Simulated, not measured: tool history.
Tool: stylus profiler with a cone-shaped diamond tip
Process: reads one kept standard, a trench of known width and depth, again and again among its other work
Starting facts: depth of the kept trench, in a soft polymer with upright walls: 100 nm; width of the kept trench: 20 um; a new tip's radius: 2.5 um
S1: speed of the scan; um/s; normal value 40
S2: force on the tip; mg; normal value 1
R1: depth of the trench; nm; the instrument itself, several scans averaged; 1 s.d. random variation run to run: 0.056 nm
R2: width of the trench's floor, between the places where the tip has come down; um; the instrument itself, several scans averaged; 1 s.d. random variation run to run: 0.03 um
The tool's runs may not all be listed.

{"run": 1, "day": 0.0, "S1": 40, "S2": 1, "R1": 100.81, "R2": 18.25}
{"run": 2, "day": 1.1, "S1": 40, "S2": 1, "R1": 100.8, "R2": 18.23}
{"run": 3, "day": 1.996, "S1": 40, "S2": 0.86, "R1": 100.71, "R2": 18.22}
{"run": 4, "day": 2.825, "S1": 40, "S2": 1, "R1": 100.78, "R2": 18.29}
{"run": 5, "day": 4.004, "S1": 40, "S2": 1, "R1": 100.73, "R2": 18.28}
{"run": 6, "day": 4.629, "S1": 40, "S2": 1, "R1": 100.69, "R2": 18.24}
{"run": 7, "day": 5.596, "S1": 40, "S2": 1, "R1": 100.77, "R2": 18.24}
{"run": 8, "day": 6.842, "S1": 40, "S2": 0.38, "R1": 100.38, "R2": 18.05}
{"run": 9, "day": 7.829, "S1": 158, "S2": 1, "R1": 100.64, "R2": 17.39}
{"run": 10, "day": 8.388, "S1": 158, "S2": 1, "R1": 100.72, "R2": 17.38}

For run 11, what comes out?
{"run": 11, "day": 9.583, "S1": 40, "S2": 0.78, "R1": "?", "R2": "?"}

R1: 100.48 nm
R2: 18.2 um
Were there no unlogged condition in the tool, this run, its random variation unchanged, would have produced R1 100.56 nm, R2 18.27 um.

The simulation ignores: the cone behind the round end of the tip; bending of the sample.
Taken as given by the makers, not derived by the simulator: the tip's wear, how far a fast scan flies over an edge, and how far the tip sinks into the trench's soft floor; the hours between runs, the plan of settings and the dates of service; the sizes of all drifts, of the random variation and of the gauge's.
